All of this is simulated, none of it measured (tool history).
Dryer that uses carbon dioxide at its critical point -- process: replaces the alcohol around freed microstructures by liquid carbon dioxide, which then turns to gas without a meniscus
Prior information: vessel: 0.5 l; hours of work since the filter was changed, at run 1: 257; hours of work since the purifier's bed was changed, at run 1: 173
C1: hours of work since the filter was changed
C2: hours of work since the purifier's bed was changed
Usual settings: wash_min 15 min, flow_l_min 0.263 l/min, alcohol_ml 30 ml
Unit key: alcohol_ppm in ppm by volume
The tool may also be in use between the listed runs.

run 1 hour=0 | wash_min=15 flow_l_min=0.263 alcohol_ml=30 | C1=257 C2=173 | alcohol_ppm=84
run 2 hour=9.1 | wash_min=15 flow_l_min=0.263 alcohol_ml=30 | C1=263 C2=179 | alcohol_ppm=86
run 3 hour=16 | wash_min=15 flow_l_min=0.263 alcohol_ml=30 | C1=268 C2=184 | alcohol_ppm=93
run 4 hour=23.4 | wash_min=15 flow_l_min=0.263 alcohol_ml=81 | C1=273 C2=189 | alcohol_ppm=195
run 5 hour=30.3 | wash_min=15 flow_l_min=0.263 alcohol_ml=81 | C1=278 C2=194 | alcohol_ppm=209
run 6 hour=40 | wash_min=15 flow_l_min=0.263 alcohol_ml=81 | C1=284 C2=200 | alcohol_ppm=211
run 7 hour=52.9 | wash_min=15 flow_l_min=0.263 alcohol_ml=30 | C1=293 C2=209 | alcohol_ppm=98
run 8 hour=59.6 | wash_min=15 flow_l_min=0.263 alcohol_ml=30 | C1=298 C2=214 | alcohol_ppm=94
run 9 hour=69.6 | wash_min=15 flow_l_min=0.263 alcohol_ml=30 | C1=304 C2=220 | alcohol_ppm=95
run 10 hour=76.8 | wash_min=15 flow_l_min=0.185 alcohol_ml=30 | C1=309 C2=225 | alcohol_ppm=622
run 11 hour=84.5 | wash_min=15 flow_l_min=0.263 alcohol_ml=30 | C1=314 C2=230 | alcohol_ppm=105
run 12 hour=94.3 | wash_min=15 flow_l_min=0.263 alcohol_ml=30 | C1=321 C2=237 | alcohol_ppm=96
run 13 hour=100.3 | wash_min=15 flow_l_min=0.263 alcohol_ml=30 | C1=325 C2=241 | alcohol_ppm=101
run 14 hour=110.4 | wash_min=15 flow_l_min=0.263 alcohol_ml=30 | C1=332 C2=248 | alcohol_ppm=104
run 15 hour=120.6 | wash_min=15 flow_l_min=0.263 alcohol_ml=42 | C1=339 C2=255 | alcohol_ppm=136
run 16 hour=127.1 | wash_min=15 flow_l_min=0.263 alcohol_ml=42 | C1=343 C2=259 | alcohol_ppm=134
run 17 hour=132.8 | wash_min=15 flow_l_min=0.263 alcohol_ml=42 | C1=347 C2=263 | alcohol_ppm=137
run 18 hour=141.1 | wash_min=15 flow_l_min=0.263 alcohol_ml=113 | C1=353 C2=269 | alcohol_ppm=325
run 19 hour=151.4 | wash_min=18 flow_l_min=0.263 alcohol_ml=30 | C1=360 C2=276 | alcohol_ppm=49
run 20 hour=160.8 | wash_min=18 flow_l_min=0.263 alcohol_ml=30 | C1=366 C2=282 | alcohol_ppm=51
run 21 hour=170.9 | wash_min=15 flow_l_min=0.263 alcohol_ml=30 | C1=373 C2=289 | alcohol_ppm=109
run 22 hour=180.5 | wash_min=15 flow_l_min=0.263 alcohol_ml=30 | C1=379 C2=295 | alcohol_ppm=117
run 23 hour=186.8 | wash_min=15 flow_l_min=0.263 alcohol_ml=30 | C1=384 C2=300 | alcohol_ppm=108
run 24 hour=192.3 | wash_min=15 flow_l_min=0.263 alcohol_ml=30 | C1=387 C2=303 | alcohol_ppm=119
run 25 hour=203.2 | wash_min=15 flow_l_min=0.363 alcohol_ml=105 | C1=395 C2=311 | alcohol_ppm=51
run 26 hour=211.3 | wash_min=16 flow_l_min=0.175 alcohol_ml=31 | C1=400 C2=316 | alcohol_ppm=706
run 27 hour=217.1 | wash_min=18 flow_l_min=0.446 alcohol_ml=91 | C1=404 C2=320 | alcohol_ppm=51
run 28 hour=227.1 | wash_min=18 flow_l_min=0.446 alcohol_ml=91 | C1=411 C2=327 | alcohol_ppm=31
run 29 hour=238.1 | wash_min=18 flow_l_min=0.165 alcohol_ml=81 | C1=418 C2=334 | alcohol_ppm=1422
run 30 hour=246.5 | wash_min=23 flow_l_min=0.165 alcohol_ml=37 | C1=424 C2=340 | alcohol_ppm=201
run 31 hour=255.8 | wash_min=17 flow_l_min=0.263 alcohol_ml=63 | C1=430 C2=346 | alcohol_ppm=122
run 32 hour=261.8 | wash_min=12 flow_l_min=0.236 alcohol_ml=21 | C1=434 C2=350 | alcohol_ppm=430
run 33 hour=273.1 | wash_min=12 flow_l_min=0.236 alcohol_ml=21 | C1=442 C2=358 | alcohol_ppm=454
run 34 hour=280 | wash_min=12 flow_l_min=0.236 alcohol_ml=21 | C1=447 C2=363 | alcohol_ppm=465
run 35 hour=287.8 | wash_min=23 flow_l_min=0.336 alcohol_ml=30 | C1=452 C2=368 | alcohol_ppm=39
run 36 hour=297 | wash_min=23 flow_l_min=0.312 alcohol_ml=95 | C1=458 C2=374 | alcohol_ppm=43
-- hour=302.4 inlet filter changed
run 37 hour=304.2 | wash_min=19 flow_l_min=0.312 alcohol_ml=95 | C1=1 C2=378 | alcohol_ppm=41
run 38 hour=315.8 | wash_min=20 flow_l_min=0.206 alcohol_ml=30 | C1=9 C2=386 | alcohol_ppm=76
run 39 hour=327.2 | wash_min=13 flow_l_min=0.314 alcohol_ml=30 | C1=17 C2=394 | alcohol_ppm=71
run 40 hour=336.4 | wash_min=22 flow_l_min=0.263 alcohol_ml=30 | C1=23 C2=400 | alcohol_ppm=44
run 41 hour=345.4 | wash_min=15 flow_l_min=0.418 alcohol_ml=41 | C1=29 C2=406 | alcohol_ppm=45
run 42 hour=357.8 | wash_min=15 flow_l_min=0.17 alcohol_ml=30 | C1=38 C2=415 | alcohol_ppm=697
run 43 hour=367 | wash_min=23 flow_l_min=0.168 alcohol_ml=47 | C1=44 C2=421 | alcohol_ppm=142
run 44 hour=379.1 | wash_min=23 flow_l_min=0.168 alcohol_ml=47 | C1=52 C2=429 | alcohol_ppm=142
run 45 hour=388.5 | wash_min=15 flow_l_min=0.445 alcohol_ml=39 | C1=58 C2=436 | alcohol_ppm=52
run 46 hour=398.1 | wash_min=15 flow_l_min=0.445 alcohol_ml=39 | C1=65 C2=442 | alcohol_ppm=50
run 47 hour=410.4 | wash_min=15 flow_l_min=0.174 alcohol_ml=23 | C1=73 C2=450 | alcohol_ppm=518

Per-run results on a tool with no hidden state, each run keeping its own random variation:
Unlogged tool condition in this case: flow that reaches the vessel past the clogged filter, %; alcohol in the recycled carbon dioxide, ppm; drift of the gauge itself on alcohol_ppm, %.
run=1 alcohol_ppm=42
run=2 alcohol_ppm=44
run=3 alcohol_ppm=51
run=4 alcohol_ppm=106
run=5 alcohol_ppm=117
run=6 alcohol_ppm=115
run=7 alcohol_ppm=50
run=8 alcohol_ppm=45
run=9 alcohol_ppm=45
run=10 alcohol_ppm=406
run=11 alcohol_ppm=53
run=12 alcohol_ppm=42
run=13 alcohol_ppm=45
run=14 alcohol_ppm=47
run=15 alcohol_ppm=65
run=16 alcohol_ppm=61
run=17 alcohol_ppm=62
run=18 alcohol_ppm=159
run=19 alcohol_ppm=13
run=20 alcohol_ppm=14
run=21 alcohol_ppm=44
run=22 alcohol_ppm=49
run=23 alcohol_ppm=39
run=24 alcohol_ppm=48
run=25 alcohol_ppm=10
run=26 alcohol_ppm=404
run=27 alcohol_ppm=21
run=28 alcohol_ppm=2
run=29 alcohol_ppm=787
run=30 alcohol_ppm=80
run=31 alcohol_ppm=43
run=32 alcohol_ppm=224
run=33 alcohol_ppm=238
run=34 alcohol_ppm=239
run=35 alcohol_ppm=5
run=36 alcohol_ppm=10
run=37 alcohol_ppm=7
run=38 alcohol_ppm=41
run=39 alcohol_ppm=34
run=40 alcohol_ppm=8
run=41 alcohol_ppm=9
run=42 alcohol_ppm=627
run=43 alcohol_ppm=96
run=44 alcohol_ppm=95
run=45 alcohol_ppm=12
run=46 alcohol_ppm=11
run=47 alcohol_ppm=436
